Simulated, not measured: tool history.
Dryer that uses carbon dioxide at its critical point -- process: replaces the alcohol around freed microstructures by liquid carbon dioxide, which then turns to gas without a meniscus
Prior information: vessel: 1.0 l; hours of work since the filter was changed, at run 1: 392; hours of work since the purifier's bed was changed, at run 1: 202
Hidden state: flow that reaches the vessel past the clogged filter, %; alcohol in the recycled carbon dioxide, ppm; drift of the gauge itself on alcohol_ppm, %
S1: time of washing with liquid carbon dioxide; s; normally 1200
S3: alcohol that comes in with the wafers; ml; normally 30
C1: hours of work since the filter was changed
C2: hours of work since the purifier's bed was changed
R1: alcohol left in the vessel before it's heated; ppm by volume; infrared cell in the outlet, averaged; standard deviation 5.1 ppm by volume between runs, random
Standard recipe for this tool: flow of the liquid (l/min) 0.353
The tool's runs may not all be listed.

Run 1, hour 0: usual settings; C1 392; C2 202. Result: R1 123 ppm by volume.
Run 2, hour 11.6: usual settings; C1 397; C2 207. Result: R1 135 ppm by volume.
Run 3, hour 17.7: usual settings; C1 400; C2 210. Result: R1 120 ppm by volume.
Run 4, hour 26.1: usual settings; C1 404; C2 213. Result: R1 126 ppm by volume.
Run 5, hour 37.3: usual settings; C1 408; C2 218. Result: R1 127 ppm by volume.
Run 6, hour 46.8: usual settings; C1 412; C2 222. Result: R1 127 ppm by volume.
Run 7, hour 58.8: usual settings but S1 1020 s, flow of the liquid (l/min) 0.261, S3 104 ml; C1 417; C2 227. Result: R1 2987 ppm by volume.
Run 8, hour 68.9: usual settings but S1 960 s, flow of the liquid (l/min) 0.449, S3 24 ml; C1 422; C2 231. Result: R1 103 ppm by volume.
Run 9, hour 77.4: usual settings but S1 780 s, flow of the liquid (l/min) 0.449, S3 24 ml; C1 425; C2 235. Result: R1 266 ppm by volume.
Run 10, hour 84.9: usual settings but S1 1080 s, flow of the liquid (l/min) 0.449, S3 95 ml; C1 428; C2 238. Result: R1 187 ppm by volume.
Run 11, hour 93.2: usual settings but S1 1260 s, flow of the liquid (l/min) 0.338, S3 28 ml; C1 432; C2 242. Result: R1 128 ppm by volume.
Run 12, hour 99.7: usual settings but S1 1560 s, flow of the liquid (l/min) 0.36, S3 20 ml; C1 435; C2 244. Result: R1 34 ppm by volume.

5 options for the next run, each taken on its own from the tool as it stands now. Forecast them:
Run A, hour 109: usual settings but S1 840 s, S3 56 ml; C1 439; C2 248. Result: R1 ?.
Run B, hour 109: usual settings but S1 840 s, flow of the liquid (l/min) 0.36, S3 20 ml; C1 439; C2 248. Result: R1 ?.
Run C, hour 109: usual settings but S1 1560 s, flow of the liquid (l/min) 0.296, S3 92 ml; C1 439; C2 248. Result: R1 ?.
Run D, hour 109: usual settings but S1 1680 s, flow of the liquid (l/min) 0.285, S3 112 ml; C1 439; C2 248. Result: R1 ?.
Run E, hour 109: usual settings but S1 900 s, flow of the liquid (l/min) 0.327, S3 20 ml; C1 439; C2 248. Result: R1 ?.

run    R1
  A  1162
  B   391
  C   229
  D   200
  E   437
Had the tool no hidden state, the same runs would have come out as:
run   R1
  A  634
  B  206
  C   91
  D   68
  E  235
